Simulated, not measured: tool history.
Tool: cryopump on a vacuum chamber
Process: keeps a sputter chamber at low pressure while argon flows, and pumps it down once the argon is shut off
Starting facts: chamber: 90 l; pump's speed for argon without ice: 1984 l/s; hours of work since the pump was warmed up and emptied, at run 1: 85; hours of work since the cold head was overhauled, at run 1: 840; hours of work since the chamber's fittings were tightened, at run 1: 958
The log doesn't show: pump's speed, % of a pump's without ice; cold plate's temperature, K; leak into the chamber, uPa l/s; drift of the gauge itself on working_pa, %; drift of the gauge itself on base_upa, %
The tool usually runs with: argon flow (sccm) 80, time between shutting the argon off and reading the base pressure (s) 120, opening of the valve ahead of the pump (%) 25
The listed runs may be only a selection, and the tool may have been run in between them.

run    hour  argon flow (sccm)  time between shutting the argon off and reading the base pressure (s)  opening of the valve ahead of the pump (%)  hours of work since the pump was warmed up and emptied  hours of work since the cold head was overhauled  hours of work since the chamber's fittings were tightened  pressure while argon flows (Pa)  pressure after the wait (uPa)
  1       0                 80                                                                    120                                          25                                                      85                                               840                                                        958                           0.2747                            0.7
  2      31                 80                                                                    120                                          25                                                     105                                               861                                                        978                           0.2775                            0.7
  3    72.8                 80                                                                    120                                          25                                                     133                                               889                                                       1006                           0.2811                           0.78
  4   114.9                 80                                                                    120                                          25                                                     161                                               917                                                       1035                           0.2783                           0.73
  5   162.1                 80                                                                    120                                          25                                                     193                                               949                                                       1066                           0.2787                           0.75
  6   218.9                 80                                                                    120                                          25                                                     231                                               986                                                       1104                           0.2813                           0.76
  7   264.8                 80                                                                    120                                          25                                                     262                                              1017                                                       1135                           0.2826                           0.81
  8   318.2                 80                                                                    120                                          25                                                     297                                              1053                                                       1171                           0.2825                            0.8
  9   372.2                 88                                                                    120                                          25                                                     333                                              1089                                                       1207                           0.3151                            0.8
 10   399.9                 88                                                                    120                                          25                                                     352                                              1108                                                       1225                           0.3164                           0.81
 11   428.2                 80                                                                    120                                          25                                                     371                                              1127                                                       1244                           0.2862                           0.83
 12   484.7                 80                                                                    120                                          45                                                     409                                              1164                                                       1282                           0.1666                           0.81
 13     521                 80                                                                    120                                          31                                                     433                                              1189                                                       1306                           0.2365                           0.82
 14   560.3                 80                                                                    120                                          31                                                     459                                              1215                                                       1332                           0.2391                           0.83
 15   613.2                 80                                                                    120                                          31                                                     495                                              1250                                                       1368                           0.2396                           0.83
 16   639.3                 80                                                                    120                                          23                                                     512                                              1268                                                       1385                           0.3167                           0.88
 17   689.3                 80                                                                    120                                          23                                                     546                                              1301                                                       1419                           0.3167                           0.85
 18   719.9                105                                                                     85                                          22                                                     566                                              1322                                                       1439                           0.4385                           1.03
 19   777.5                105                                                                     85                                          22                                                     605                                              1360                                                       1478                           0.4429                           1.12
 20   819.3                 84                                                                     85                                          50                                                     633                                              1388                                                       1506                           0.1716                           1.05
 21   853.9                135                                                                     93                                          19                                                     656                                              1411                                                       1529                           0.6536                           1.05
 22   900.7                141                                                                    131                                          31                                                     687                                              1442                                                       1560                           0.4389                           0.93
 23   956.2                 83                                                                    115                                          41                                                     724                                              1480                                                       1597                           0.2061                           0.97
 24   987.6                160                                                                    136                                          30                                                     745                                              1501                                                       1618                           0.5215                           0.93
     1002.2  -- pump warmed up, emptied and cooled again
 25    1027                 49                                                                    136                                          50                                                      17                                              1524                                                       1641                           0.0847                           0.73
 26  1068.8                 49                                                                    136                                          50                                                      45                                              1552                                                       1669                           0.0863                           0.72
 27  1108.9                 58                                                                    136                                          50                                                      71                                              1578                                                       1696                           0.1013                           0.79

For run 28, what comes out?
 28  1158.5                 51                                                                    238                                          41                                                     105                                              1612                                                       1729                                ?                              ?

{"run 28": {"pressure while argon flows (Pa)": 0.1085, "pressure after the wait (uPa)": 0.64}}
With no hidden state in the tool, this same run would have given pressure while argon flows (Pa) 0.1055, pressure after the wait (uPa) 0.39.
